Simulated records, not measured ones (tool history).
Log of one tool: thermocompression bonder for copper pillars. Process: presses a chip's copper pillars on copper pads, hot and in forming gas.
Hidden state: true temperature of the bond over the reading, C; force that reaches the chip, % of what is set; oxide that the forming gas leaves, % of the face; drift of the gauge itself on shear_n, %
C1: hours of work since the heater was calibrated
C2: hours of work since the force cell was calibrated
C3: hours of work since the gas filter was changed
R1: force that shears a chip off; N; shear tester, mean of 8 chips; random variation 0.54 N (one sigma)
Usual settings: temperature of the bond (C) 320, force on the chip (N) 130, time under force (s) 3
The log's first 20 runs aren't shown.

{"run": 21, "hour": 169.1, "temperature of the bond (C)": 320, "force on the chip (N)": 130, "time under force (s)": 3, "C1": 136, "C2": 274, "C3": 92, "R1": 86.1}
{"run": 22, "hour": 176.6, "temperature of the bond (C)": 312, "force on the chip (N)": 136, "time under force (s)": 2, "C1": 140, "C2": 278, "C3": 96, "R1": 73.1}
{"run": 23, "hour": 183.6, "temperature of the bond (C)": 312, "force on the chip (N)": 136, "time under force (s)": 2, "C1": 143, "C2": 282, "C3": 99, "R1": 74.2}
{"run": 24, "hour": 192.9, "temperature of the bond (C)": 334, "force on the chip (N)": 174, "time under force (s)": 7, "C1": 148, "C2": 286, "C3": 104, "R1": 122.5}
{"run": 25, "hour": 202.7, "temperature of the bond (C)": 335, "force on the chip (N)": 113, "time under force (s)": 3, "C1": 153, "C2": 291, "C3": 109, "R1": 85.5}
{"run": 26, "hour": 208.6, "temperature of the bond (C)": 335, "force on the chip (N)": 113, "time under force (s)": 3, "C1": 156, "C2": 294, "C3": 112, "R1": 86.5}
{"run": 27, "hour": 221.0, "temperature of the bond (C)": 335, "force on the chip (N)": 113, "time under force (s)": 3, "C1": 162, "C2": 300, "C3": 118, "R1": 86.9}
{"run": 28, "hour": 231.8, "temperature of the bond (C)": 335, "force on the chip (N)": 113, "time under force (s)": 3, "C1": 167, "C2": 306, "C3": 123, "R1": 86.2}

The next listed run, before its measurement:
{"run": 29, "hour": 240.3, "temperature of the bond (C)": 335, "force on the chip (N)": 113, "time under force (s)": 3, "C1": 172, "C2": 310, "C3": 128, "R1": "?"}

{"run 29": {"R1": 85.9}}
Without the tool's hidden state the same run would have given R1 91.6 N.
